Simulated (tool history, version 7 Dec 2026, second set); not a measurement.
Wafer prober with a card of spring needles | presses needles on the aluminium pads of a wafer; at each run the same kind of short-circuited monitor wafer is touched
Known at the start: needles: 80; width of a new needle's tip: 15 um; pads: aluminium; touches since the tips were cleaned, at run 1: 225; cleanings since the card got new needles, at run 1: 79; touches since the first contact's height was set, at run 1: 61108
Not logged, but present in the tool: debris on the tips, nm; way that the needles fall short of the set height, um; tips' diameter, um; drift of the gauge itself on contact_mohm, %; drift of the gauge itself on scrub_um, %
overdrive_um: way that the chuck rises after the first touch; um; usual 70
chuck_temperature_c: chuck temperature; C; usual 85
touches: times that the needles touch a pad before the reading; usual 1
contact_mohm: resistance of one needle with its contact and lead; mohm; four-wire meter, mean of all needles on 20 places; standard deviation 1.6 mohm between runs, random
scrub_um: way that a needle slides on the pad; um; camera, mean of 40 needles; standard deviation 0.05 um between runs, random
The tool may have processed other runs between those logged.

run,day,overdrive_um,chuck_temperature_c,touches,touches since the tips were cleaned,cleanings since the card got new needles,touches since the first contact's height was set,contact_mohm,scrub_um
1,0.000,70,85,1,225,79,61108,164,17.91
# day 0.208: tips cleaned on abrasive film
# day 0.417: tips cleaned on abrasive film
# day 0.625: tips cleaned on abrasive film
# day 0.888: tips cleaned on abrasive film
# day 1.096: tips cleaned on abrasive film
# day 1.304: tips cleaned on abrasive film
# day 1.512: tips cleaned on abrasive film
# day 1.721: tips cleaned on abrasive film
# day 1.983: tips cleaned on abrasive film
# day 2.192: tips cleaned on abrasive film
# day 2.400: tips cleaned on abrasive film
2,2.529,70,85,1,1241,90,85118,181,17.73
# day 2.638: tips cleaned on abrasive film
# day 2.896: tips cleaned on abrasive film
# day 3.104: tips cleaned on abrasive film
# day 3.312: tips cleaned on abrasive film
# day 3.575: tips cleaned on abrasive film
# day 3.783: tips cleaned on abrasive film
# day 3.992: tips cleaned on abrasive film
3,4.000,70,85,1,79,97,99056,161,17.67
# day 4.208: tips cleaned on abrasive film
# day 4.417: tips cleaned on abrasive film
# day 4.625: tips cleaned on abrasive film
# day 4.838: tips cleaned on abrasive film
# day 4.950: height of the first contact set anew
# day 5.058: tips cleaned on abrasive film
# day 5.267: tips cleaned on abrasive film
# day 5.475: tips cleaned on abrasive film
# day 5.683: tips cleaned on abrasive film
4,5.796,51,85,1,1072,105,8002,207,12.17
# day 5.900: tips cleaned on abrasive film
# day 6.112: tips cleaned on abrasive film
# day 6.321: tips cleaned on abrasive film
# day 6.529: tips cleaned on abrasive film
# day 6.738: tips cleaned on abrasive film
# day 6.946: tips cleaned on abrasive film
# day 7.154: tips cleaned on abrasive film
# day 7.417: tips cleaned on abrasive film
5,7.533,70,85,1,1159,113,24510,182,16.97
# day 7.642: tips cleaned on abrasive film
# day 7.850: tips cleaned on abrasive film
# day 8.112: tips cleaned on abrasive film
# day 8.321: tips cleaned on abrasive film
# day 8.579: tips cleaned on abrasive film
6,8.654,70,26,1,714,118,35122,165,16.94
# day 8.812: tips cleaned on abrasive film
# day 9.021: tips cleaned on abrasive film
# day 9.229: tips cleaned on abrasive film
# day 9.438: tips cleaned on abrasive film
# day 9.646: tips cleaned on abrasive film
# day 9.854: tips cleaned on abrasive film
# day 10.117: tips cleaned on abrasive film
# day 10.375: tips cleaned on abrasive film
# day 10.583: tips cleaned on abrasive film
7,10.604,70,26,1,173,127,53609,154,16.77
# day 10.812: tips cleaned on abrasive film
# day 11.021: tips cleaned on abrasive film
# day 11.279: tips cleaned on abrasive film
# day 11.542: tips cleaned on abrasive film
# day 11.750: tips cleaned on abrasive film
# day 11.958: tips cleaned on abrasive film
8,12.129,70,26,1,1648,133,68126,179,16.73
# day 12.183: tips cleaned on abrasive film
# day 12.396: tips cleaned on abrasive film
# day 12.654: tips cleaned on abrasive film
# day 12.862: tips cleaned on abrasive film
# day 13.125: tips cleaned on abrasive film
# day 13.383: tips cleaned on abrasive film
# day 13.592: tips cleaned on abrasive film
9,13.596,70,26,1,13,140,82002,150,16.62
# day 13.804: tips cleaned on abrasive film
# day 14.017: tips cleaned on abrasive film
# day 14.275: tips cleaned on abrasive film
# day 14.483: tips cleaned on abrasive film
# day 14.692: tips cleaned on abrasive film
# day 14.900: tips cleaned on abrasive film
# day 15.112: tips cleaned on abrasive film
# day 15.321: tips cleaned on abrasive film
10,15.442,70,26,1,1176,148,99543,177,16.38
# day 15.546: tips cleaned on abrasive film
# day 15.758: tips cleaned on abrasive film
# day 15.921: height of the first contact set anew, once more
# day 15.979: tips cleaned on abrasive film
# day 16.238: tips cleaned on abrasive film
# day 16.500: tips cleaned on abrasive film
# day 16.708: tips cleaned on abrasive film
# day 16.967: tips cleaned on abrasive film
11,16.967,70,26,1,0,155,9890,150,18.19
# day 17.175: tips cleaned on abrasive film
# day 17.383: tips cleaned on abrasive film
# day 17.646: tips cleaned on abrasive film
# day 17.854: tips cleaned on abrasive film
# day 18.062: tips cleaned on abrasive film
12,18.121,70,26,1,569,160,20853,158,18.20
# day 18.279: tips cleaned on abrasive film
# day 18.488: tips cleaned on abrasive film
# day 18.696: tips cleaned on abrasive film
# day 18.958: tips cleaned on abrasive film
# day 19.167: tips cleaned on abrasive film
13,19.238,70,26,1,707,165,31465,163,18.14
# day 19.396: tips cleaned on abrasive film
# day 19.604: tips cleaned on abrasive film
# day 19.867: tips cleaned on abrasive film
# day 20.075: tips cleaned on abrasive film
# day 20.283: tips cleaned on abrasive film
# day 20.492: tips cleaned on abrasive film
# day 20.700: tips cleaned on abrasive film
14,20.792,70,85,1,869,172,46193,178,18.09
# day 20.950: tips cleaned on abrasive film
# day 21.158: tips cleaned on abrasive film
# day 21.367: tips cleaned on abrasive film
# day 21.575: tips cleaned on abrasive film
# day 21.783: tips cleaned on abrasive film
# day 22.046: tips cleaned on abrasive film
# day 22.304: tips cleaned on abrasive film
# day 22.512: tips cleaned on abrasive film
# day 22.775: tips cleaned on abrasive film
# day 22.983: tips cleaned on abrasive film
15,23.088,70,85,1,1011,182,67993,178,17.86
# day 23.196: tips cleaned on abrasive film
# day 23.404: tips cleaned on abrasive film
# day 23.612: tips cleaned on abrasive film
# day 23.821: tips cleaned on abrasive film
# day 24.029: tips cleaned on abrasive film
# day 24.242: tips cleaned on abrasive film
# day 24.500: tips cleaned on abrasive film
# day 24.758: tips cleaned on abrasive film
# day 25.021: tips cleaned on abrasive film
# day 25.229: tips cleaned on abrasive film
# day 25.488: tips cleaned on abrasive film
16,25.596,70,85,1,1007,193,91778,180,17.79
# day 25.704: tips cleaned on abrasive film
# day 25.962: tips cleaned on abrasive film
# day 26.221: tips cleaned on abrasive film
# day 26.483: tips cleaned on abrasive film
# day 26.692: tips cleaned on abrasive film
# day 26.950: tips cleaned on abrasive film
# day 27.162: tips cleaned on abrasive film
# day 27.325: height of the first contact set anew
# day 27.383: tips cleaned on abrasive film
# day 27.592: tips cleaned on abrasive film
# day 27.800: tips cleaned on abrasive film
# day 28.008: tips cleaned on abrasive film
# day 28.217: tips cleaned on abrasive film
17,28.233,65,108,1,158,205,8573,173,16.90
# day 28.442: tips cleaned on abrasive film
# day 28.650: tips cleaned on abrasive film
# day 28.862: tips cleaned on abrasive film
# day 29.071: tips cleaned on abrasive film
# day 29.329: tips cleaned on abrasive film
# day 29.538: tips cleaned on abrasive film
# day 29.800: tips cleaned on abrasive film
# day 30.058: tips cleaned on abrasive film
# day 30.321: tips cleaned on abrasive film
# day 30.529: tips cleaned on abrasive film
18,30.592,65,108,1,595,215,30946,179,16.84
# day 30.746: tips cleaned on abrasive film
# day 30.958: tips cleaned on abrasive film
# day 31.167: tips cleaned on abrasive film
# day 31.375: tips cleaned on abrasive film
# day 31.633: tips cleaned on abrasive film
19,31.700,71,36,1,648,220,41492,169,18.24

5 options for the next run, each taken on its own from the tool as it stands now. Forecast them:
# day 31.858: tips cleaned on abrasive film
# day 32.067: tips cleaned on abrasive film
# day 32.329: tips cleaned on abrasive film
# day 32.538: tips cleaned on abrasive film
# day 32.746: tips cleaned on abrasive film
# day 33.004: tips cleaned on abrasive film
# day 33.217: tips cleaned on abrasive film
# day 33.462: tips cleaned on abrasive film
A,33.462,55,94,1,0,228,58197,?,?
# day 31.858: tips cleaned on abrasive film
# day 32.067: tips cleaned on abrasive film
# day 32.329: tips cleaned on abrasive film
# day 32.538: tips cleaned on abrasive film
# day 32.746: tips cleaned on abrasive film
# day 33.004: tips cleaned on abrasive film
# day 33.217: tips cleaned on abrasive film
# day 33.462: tips cleaned on abrasive film
B,33.462,56,28,1,0,228,58197,?,?
# day 31.858: tips cleaned on abrasive film
# day 32.067: tips cleaned on abrasive film
# day 32.329: tips cleaned on abrasive film
# day 32.538: tips cleaned on abrasive film
# day 32.746: tips cleaned on abrasive film
# day 33.004: tips cleaned on abrasive film
# day 33.217: tips cleaned on abrasive film
# day 33.462: tips cleaned on abrasive film
C,33.462,71,40,2,0,228,58197,?,?
# day 31.858: tips cleaned on abrasive film
# day 32.067: tips cleaned on abrasive film
# day 32.329: tips cleaned on abrasive film
# day 32.538: tips cleaned on abrasive film
# day 32.746: tips cleaned on abrasive film
# day 33.004: tips cleaned on abrasive film
# day 33.217: tips cleaned on abrasive film
# day 33.462: tips cleaned on abrasive film
D,33.462,71,36,2,0,228,58197,?,?
# day 31.858: tips cleaned on abrasive film
# day 32.067: tips cleaned on abrasive film
# day 32.329: tips cleaned on abrasive film
# day 32.538: tips cleaned on abrasive film
# day 32.746: tips cleaned on abrasive film
# day 33.004: tips cleaned on abrasive film
# day 33.217: tips cleaned on abrasive film
# day 33.462: tips cleaned on abrasive film
E,33.462,71,30,2,0,228,58197,?,?

run,contact_mohm,scrub_um
A,168,13.99
B,158,14.35
C,153,18.30
D,152,18.14
E,152,18.23
Stripped of hidden state, with their random variation kept, the same runs would have yielded:
run,contact_mohm,scrub_um
A,158,14.38
B,148,14.74
C,148,18.70
D,147,18.53
E,146,18.62
